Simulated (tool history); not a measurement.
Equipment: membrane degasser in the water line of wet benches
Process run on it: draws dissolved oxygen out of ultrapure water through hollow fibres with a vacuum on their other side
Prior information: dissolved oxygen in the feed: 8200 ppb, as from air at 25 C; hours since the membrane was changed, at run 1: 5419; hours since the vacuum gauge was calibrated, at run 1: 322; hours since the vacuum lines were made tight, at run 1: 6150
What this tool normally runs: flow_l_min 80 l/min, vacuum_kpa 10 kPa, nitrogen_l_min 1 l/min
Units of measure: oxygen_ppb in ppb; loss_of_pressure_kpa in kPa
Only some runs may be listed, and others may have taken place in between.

run	hour	flow_l_min	vacuum_kpa	nitrogen_l_min	hours since the membrane was changed	hours since the vacuum gauge was calibrated	hours since the vacuum lines were made tight	oxygen_ppb	loss_of_pressure_kpa
1	0	80	10	1	5419	322	6150	886.9	54.59
2	236.7	80	10	1	5656	559	6387	879.2	54.5
3	375.9	80	10	1	5795	698	6526	877.8	55.32
4	584.1	80	10	1	6003	906	6735	879.6	55.1
5	775.8	78	10	1	6195	1098	6926	869.5	53.49
6	1006.2	78	10	1	6425	1328	7157	865.2	52.97
7	1214.8	80	10	1	6634	1537	7365	883.2	54.81
8	1423.8	80	10	1	6843	1746	7574	877.8	54.85
9	1551.1	80	10	1	6970	1873	7702	877.4	54.7
10	1778.1	80	10	1	7197	2100	7929	880.1	54.86
11	2050.3	80	10	1	7469	2373	8201	879	54.53
12	2297.9	80	10	1	7717	2620	8448	869	54.94
13	2562.9	80	10	1	7982	2885	8713	881.9	54.61
# hour 2685.4: seals of the vacuum lines changed
14	2813	80	10	1	8230	3133	128	880.3	54.58
15	3046	128	18.8	1	8463	3366	361	2421.4	87.82
16	3285.7	128	18.8	1	8703	3606	600	2431.7	87.79
17	3396	63	12.5	1	8813	3716	711	971.9	42.82
18	3634.9	122	11.1	1	9052	3955	950	1414.7	83.62
19	3785.7	122	24.6	1	9203	4106	1100	2962.6	82.97
20	3930.4	122	24.6	1	9347	4251	1245	2950.9	84.05
21	4147.3	116	10	1.44	9564	4468	1462	1009.5	79.43
22	4314	116	6	0.65	9731	4634	1629	741	79.52
23	4565.1	116	6	0.65	9982	4885	1880	737.5	79.68
24	4678.7	116	7.1	0.65	10096	4999	1993	948	79.41
25	4915.6	83	18.1	1.59	10333	5236	2230	1331.6	56.97
26	5109.6	83	18.1	1.59	10527	5430	2424	1333.3	56.97
27	5374.5	73	14.8	0.49	10791	5695	2689	1934.7	49.7

Alternative continuations, all from the tool just after run 27; predict every row:
A	5486.2	73	9.1	0.55	10903	5806	2801	?	?
B	5486.2	65	24.6	1	10903	5806	2801	?	?
C	5486.2	64	12.4	1	10903	5806	2801	?	?

run	oxygen_ppb	loss_of_pressure_kpa
A	1011.6	49.93
B	2034.8	44.4
C	972	43.6
Stripped of hidden state, with their random variation kept, the same runs would have yielded:
run	oxygen_ppb	loss_of_pressure_kpa
A	1011.1	49.88
B	2034.5	44.36
C	971.7	43.56
